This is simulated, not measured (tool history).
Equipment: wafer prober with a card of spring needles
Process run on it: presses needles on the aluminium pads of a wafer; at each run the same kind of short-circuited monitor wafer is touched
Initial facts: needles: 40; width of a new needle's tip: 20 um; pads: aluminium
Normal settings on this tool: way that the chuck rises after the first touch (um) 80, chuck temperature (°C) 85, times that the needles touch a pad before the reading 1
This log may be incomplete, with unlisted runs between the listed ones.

run,hour,way that the chuck rises after the first touch (um),chuck temperature (°C),times that the needles touch a pad before the reading,resistance of one needle with its contact and lead (mohm),way that a needle slides on the pad (um)
1,0,80,85,1,257,16.83
# hour 12.2: tips cleaned on abrasive film
2,14.6,80,85,1,256,16.87
# hour 28.3: tips cleaned on abrasive film
3,29,80,85,1,257,16.79
4,38.1,98,85,1,256,20.61
# hour 44.5: tips cleaned on abrasive film
5,46.8,98,85,1,254,20.68
# hour 60.6: tips cleaned on abrasive film
6,60.6,98,85,1,252,20.66
7,67.2,70,85,1,257,14.75
# hour 76.3: tips cleaned on abrasive film
8,82.5,80,44,1,246,16.88
9,90.3,80,44,1,248,16.94
# hour 91.9: tips cleaned on abrasive film
10,101.1,80,44,1,246,16.89
# hour 107.5: tips cleaned on abrasive film
11,111.5,80,44,1,246,16.91
# hour 123.9: tips cleaned on abrasive film
12,124.4,80,44,2,244,16.96
13,136.5,70,94,3,258,14.8
# hour 139.9: tips cleaned on abrasive film
14,146,70,94,3,259,14.76
15,154.4,70,94,3,257,14.8
# hour 155.4: tips cleaned on abrasive film
16,169.8,84,94,2,258,17.8
# hour 171: tips cleaned on abrasive film
17,177.8,80,70,3,250,16.98
# hour 187.3: tips cleaned on abrasive film
18,189.6,80,70,3,253,16.98
19,200.2,80,32,1,244,16.98
# hour 204: tips cleaned on abrasive film
20,212.5,81,102,2,260,17.15
# hour 219.8: tips cleaned on abrasive film
21,224.4,66,120,2,273,14
# hour 235.5: tips cleaned on abrasive film
22,236.1,66,120,2,267,13.97
23,250.1,86,63,2,250,18.3
# hour 252.3: tips cleaned on abrasive film
24,262.6,86,63,2,249,18.24

Branching from run 24: 5 alternative next runs. What would each branch give?
# hour 268: tips cleaned on abrasive film
A,277.8,81,25,2,?,?
# hour 268: tips cleaned on abrasive film
B,277.8,83,85,1,?,?
# hour 268: tips cleaned on abrasive film
C,277.8,80,48,3,?,?
# hour 268: tips cleaned on abrasive film
D,277.8,96,33,2,?,?
# hour 268: tips cleaned on abrasive film
E,277.8,92,79,1,?,?

run,resistance of one needle with its contact and lead (mohm),way that a needle slides on the pad (um)
A,240,17.23
B,255,17.66
C,245,17.04
D,242,20.48
E,253,19.5
Without the tool's hidden state the same runs would have given:
run,resistance of one needle with its contact and lead (mohm),way that a needle slides on the pad (um)
A,239,17.06
B,255,17.49
C,245,16.88
D,241,20.28
E,252,19.31
